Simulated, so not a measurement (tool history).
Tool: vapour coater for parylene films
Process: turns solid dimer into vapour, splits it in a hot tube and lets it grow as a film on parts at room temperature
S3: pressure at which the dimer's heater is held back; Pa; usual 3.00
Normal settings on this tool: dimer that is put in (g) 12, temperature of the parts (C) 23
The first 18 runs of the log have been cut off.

Run 19, hour 273.5: usual settings but temperature of the parts (C) 34. Result: thickness of the film (um) 2.39.
Run 20, hour 291.8: usual settings but temperature of the parts (C) 34. Result: thickness of the film (um) 2.36.
Run 21, hour 305.8: usual settings but temperature of the parts (C) 34. Result: thickness of the film (um) 2.40.
Run 22, hour 322.9: usual settings. Result: thickness of the film (um) 3.92.
Run 23, hour 344.0: usual settings. Result: thickness of the film (um) 3.95.
Run 24, hour 365.2: usual settings. Result: thickness of the film (um) 3.93.
Run 25, hour 375.1: usual settings. Result: thickness of the film (um) 3.92.
Run 26, hour 390.4: usual settings but dimer that is put in (g) 6. Result: thickness of the film (um) 1.96.
Run 27, hour 406.0: usual settings but dimer that is put in (g) 11, S3 2.73 Pa. Result: thickness of the film (um) 3.61.
Run 28, hour 424.3: usual settings but dimer that is put in (g) 19, temperature of the parts (C) 19. Result: thickness of the film (um) 7.41.
Run 29, hour 437.9: usual settings but dimer that is put in (g) 8, temperature of the parts (C) 29, S3 3.84 Pa. Result: thickness of the film (um) 1.89.
Run 30, hour 451.2: usual settings but dimer that is put in (g) 9, temperature of the parts (C) 29, S3 3.11 Pa. Result: thickness of the film (um) 2.18.
Run 31, hour 461.6: usual settings but dimer that is put in (g) 5, temperature of the parts (C) 22, S3 3.28 Pa. Result: thickness of the film (um) 1.66.
Run 32, hour 478.0: usual settings but dimer that is put in (g) 9, S3 3.31 Pa. Result: thickness of the film (um) 2.85.
Run 33, hour 493.3: usual settings but dimer that is put in (g) 9, S3 3.31 Pa. Result: thickness of the film (um) 2.83.

Run 34, settings as shown, results not yet in. Your forecast:
Run 34, hour 512.2: usual settings but dimer that is put in (g) 19, temperature of the parts (C) 30, S3 3.31 Pa. Result: thickness of the film (um) ?.

Run 34 produced thickness of the film (um) 4.33.
Were there no unlogged condition in the tool, this run, its random variation unchanged, would have produced thickness of the film (um) 4.63.
